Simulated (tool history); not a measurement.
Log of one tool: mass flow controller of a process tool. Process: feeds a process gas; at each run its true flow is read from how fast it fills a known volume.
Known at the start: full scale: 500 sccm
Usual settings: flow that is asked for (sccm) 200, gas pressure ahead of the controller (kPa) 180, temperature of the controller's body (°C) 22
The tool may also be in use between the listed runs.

| run | hour | flow that is asked for (sccm) | gas pressure ahead of the controller (kPa) | temperature of the controller's body (°C) | true flow (%) |
|---|---|---|---|---|---|
| 1 | 0 | 200 | 180 | 22 | 99.6 |
| 2 | 119.2 | 200 | 180 | 22 | 99.48 |
| 3 | 250.2 | 200 | 180 | 22 | 99.47 |
| 4 | 333.7 | 200 | 180 | 22 | 99.6 |
| 5 | 441 | 200 | 180 | 22 | 99.55 |
| 6 | 565.7 | 200 | 180 | 22 | 99.57 |
| 7 | 670 | 200 | 180 | 22 | 99.5 |
| 8 | 792.3 | 200 | 258 | 22 | 99.16 |
| 9 | 930.7 | 200 | 144 | 22 | 99.53 |
| 10 | 1042.3 | 200 | 180 | 30 | 100.31 |
| 11 | 1150.1 | 83 | 180 | 22 | 99.32 |
| 12 | 1271.7 | 83 | 180 | 22 | 99.35 |
| 13 | 1372.3 | 312 | 175 | 20 | 99.46 |
| 14 | 1495.1 | 421 | 180 | 29 | 100.43 |
| 15 | 1620.8 | 452 | 180 | 29 | 100.45 |
| 16 | 1744.3 | 452 | 180 | 29 | 100.38 |
| 17 | 1862.9 | 56 | 272 | 21 | 98.8 |
| 18 | 1948.8 | 75 | 186 | 23 | 99.41 |
| 19 | 2078.4 | 200 | 191 | 22 | 99.41 |
| 20 | 2157.3 | 109 | 140 | 22 | 99.49 |

The next listed run, before its measurement:
| 21 | 2250.9 | 401 | 218 | 22 | ? |

Run 21 gave true flow (%) 99.5.
Without the tool's hidden state the same run would have given true flow (%) 99.5.
